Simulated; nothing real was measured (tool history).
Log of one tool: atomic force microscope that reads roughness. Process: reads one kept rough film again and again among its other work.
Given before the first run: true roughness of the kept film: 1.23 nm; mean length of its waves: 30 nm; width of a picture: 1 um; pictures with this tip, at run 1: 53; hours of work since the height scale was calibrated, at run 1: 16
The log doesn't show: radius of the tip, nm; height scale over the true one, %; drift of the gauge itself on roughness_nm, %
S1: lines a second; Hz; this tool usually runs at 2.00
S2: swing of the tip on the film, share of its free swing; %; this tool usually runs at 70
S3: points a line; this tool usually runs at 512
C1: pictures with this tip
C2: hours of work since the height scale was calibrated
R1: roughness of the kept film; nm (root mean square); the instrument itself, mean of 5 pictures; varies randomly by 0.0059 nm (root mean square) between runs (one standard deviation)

run	day	S1	S2	S3	C1	C2	R1
1	0.000	2.00	70	512	53	16	1.018
2	0.438	2.00	70	512	79	23	0.981
# day 0.604: new tip fitted
3	0.942	2.00	70	512	20	32	1.039
4	1.371	2.00	70	512	45	39	1.012
5	1.671	2.00	70	512	63	44	0.994
# day 2.108: new tip fitted
6	2.154	2.00	70	512	3	53	1.071
7	2.450	2.00	70	512	21	58	1.052
# day 2.521: height scale calibrated on a step standard
8	2.921	2.00	57	854	46	7	1.060
9	3.225	2.00	57	771	64	12	1.041
# day 3.621: new tip fitted
10	3.671	2.00	59	482	3	20	1.111
11	4.071	0.77	86	495	27	27	1.050
12	4.362	0.77	86	495	44	32	1.022
13	4.621	0.77	86	495	60	36	1.016

Consider 4 possible next runs. They are alternatives, not a sequence: every one starts from the tool as it was left by run 13. What does each give?
# day 5.133: height scale calibrated on a step standard, once more
# day 5.154: new tip fitted
A	5.254	0.78	86	340	6	2	?
# day 5.133: height scale calibrated on a step standard, once more
# day 5.154: new tip fitted
B	5.254	2.31	68	733	6	2	?
# day 5.133: height scale calibrated on a step standard, once more
# day 5.154: new tip fitted
C	5.254	0.84	63	512	6	2	?
# day 5.133: height scale calibrated on a step standard, once more
# day 5.154: new tip fitted
D	5.254	2.00	61	512	6	2	?

run	R1
A	1.058
B	1.064
C	1.128
D	1.102
Without the tool's unlogged condition, the same runs would have read:
run	R1
A	1.065
B	1.071
C	1.135
D	1.110

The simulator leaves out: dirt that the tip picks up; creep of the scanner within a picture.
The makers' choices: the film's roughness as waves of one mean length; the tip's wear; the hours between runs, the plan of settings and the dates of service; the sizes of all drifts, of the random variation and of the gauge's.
